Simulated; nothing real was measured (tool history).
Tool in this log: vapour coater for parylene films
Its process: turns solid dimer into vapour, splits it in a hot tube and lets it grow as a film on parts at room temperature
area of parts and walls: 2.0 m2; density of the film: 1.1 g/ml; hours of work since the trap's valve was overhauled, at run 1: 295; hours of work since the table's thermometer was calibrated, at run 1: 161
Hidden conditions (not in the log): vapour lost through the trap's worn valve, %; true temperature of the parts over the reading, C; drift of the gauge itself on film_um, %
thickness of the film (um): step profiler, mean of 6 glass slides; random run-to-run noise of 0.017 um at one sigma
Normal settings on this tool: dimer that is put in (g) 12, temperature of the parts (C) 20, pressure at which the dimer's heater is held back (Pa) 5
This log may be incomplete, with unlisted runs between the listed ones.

run    hour  dimer that is put in (g)  temperature of the parts (C)  pressure at which the dimer's heater is held back (Pa)  hours of work since the trap's valve was overhauled  hours of work since the table's thermometer was calibrated  thickness of the film (um)
  1       0                        12                            20                                                       5                                                  295                                                         161                        2.64
  2    66.3                        12                            29                                                       5                                                  337                                                         203                         1.9
      106.6  -- trap's valve overhauled
  3   118.3                        12                            29                                                       5                                                    7                                                         233                        1.73
  4   194.4                        12                            20                                                       5                                                   56                                                         281                        2.38
  5   264.5                        12                            20                                                       5                                                  100                                                         326                        2.33
  6   302.6                        12                            20                                                       5                                                  124                                                         350                         2.3
      325.2  -- trap's valve overhauled, once more
  7   346.8                        12                            20                                                       5                                                   14                                                         375                        2.89
  8   413.2                        12                            20                                                       5                                                   56                                                         417                        2.87
  9   457.4                        12                            17                                                       5                                                   84                                                         445                        3.16
 10   503.9                        12                            20                                                    4.85                                                  113                                                         475                        2.85
 11   566.3                        12                            20                                                    4.85                                                  153                                                         514                        2.81
 12   619.6                        12                            20                                                       5                                                  186                                                         548                        2.73
 13   677.1                        12                            20                                                       5                                                  223                                                         584                        2.72
 14   720.6                        12                            20                                                    6.85                                                  250                                                         612                        2.53
 15   766.1                        12                            20                                                    6.85                                                  279                                                         641                        2.57
 16   823.2                        12                            30                                                    6.85                                                  315                                                         677                        1.74
 17   862.8                        12                            30                                                    6.85                                                  340                                                         702                        1.75
      898.6  -- trap's valve overhauled
 18   921.3                        12                            30                                                    6.85                                                   14                                                         736                        1.93
 19   965.4                        12                            20                                                       5                                                   42                                                         764                         2.9
 20  1042.1                        17                            20                                                       5                                                   91                                                         813                        4.08
 21  1090.9                        13                            14                                                    5.33                                                  122                                                         844                        3.77
 22    1154                        12                            13                                                    5.03                                                  162                                                         884                        3.55
 23  1229.3                        12                            14                                                    2.79                                                  209                                                         931                         3.7
 24  1297.3                        12                            14                                                    2.79                                                  252                                                         974                        3.66
 25  1372.6                        12                            14                                                    2.79                                                  300                                                        1022                         3.6
 26  1410.4                         9                            24                                                       5                                                  324                                                        1046                        1.72
     1468.6  -- trap's valve overhauled
 27  1478.8                         8                            20                                                       5                                                    6                                                        1087                        1.96
 28  1524.1                         6                            20                                                   11.22                                                   35                                                        1115                         1.3
 29  1596.5                        12                            13                                                   11.07                                                   81                                                        1161                        3.26
 30  1661.2                         7                            30                                                       5                                                  122                                                        1202                        1.16
 31  1698.1                         5                            20                                                    4.35                                                  145                                                        1225                        1.18
 32  1766.4                         5                            20                                                    4.35                                                  188                                                        1269                        1.18
 33    1809                        19                            30                                                   10.19                                                  215                                                        1296                        2.73
 34  1856.4                        12                            12                                                    2.21                                                  245                                                        1326                        4.03
 35  1927.8                        12                            24                                                       5                                                  291                                                        1371                        2.33
 36  1976.9                        13                            20                                                       5                                                  322                                                        1402                        2.84
 37  2023.4                         7                            21                                                   11.09                                                  351                                                        1431                        1.33
     2042.1  -- trap's valve overhauled
 38  2086.1                         7                            21                                                   11.09                                                   28                                                        1468                        1.47

Some steps in thickness of the film (um), run to run, broken into two amounts with sign: the step expected even without the hidden condition (settings, incoming material, random variation), and the rest, left for the hidden condition together with whatever gauge scatter is not in both the measured and the hidden-condition-free result:
Run 3 -> 4: temperature of the parts (C) 29 -> 20. thickness of the film (um) +0.65: hidden state -0.19, all else +0.84.
Run 6 -> 7: trap's valve overhauled, once more. thickness of the film (um) +0.59: hidden state +0.61, all else -0.02.
Run 17 -> 18: trap's valve overhauled. thickness of the film (um) +0.18: hidden state +0.19, all else -0.01.
Run 25 -> 26: dimer that is put in (g) 12 -> 9, temperature of the parts (C) 14 -> 24, pressure at which the dimer's heater is held back (Pa) 2.79 -> 5. thickness of the film (um) -1.88: hidden state +0.18, all else -2.06.
Run 28 -> 29: dimer that is put in (g) 6 -> 12, temperature of the parts (C) 20 -> 13, pressure at which the dimer's heater is held back (Pa) 11.22 -> 11.07. thickness of the film (um) +1.96: hidden state -0.06, all else +2.02.
Run 29 -> 30: dimer that is put in (g) 12 -> 7, temperature of the parts (C) 13 -> 30, pressure at which the dimer's heater is held back (Pa) 11.07 -> 5. thickness of the film (um) -2.1: hidden state +0.03, all else -2.13.

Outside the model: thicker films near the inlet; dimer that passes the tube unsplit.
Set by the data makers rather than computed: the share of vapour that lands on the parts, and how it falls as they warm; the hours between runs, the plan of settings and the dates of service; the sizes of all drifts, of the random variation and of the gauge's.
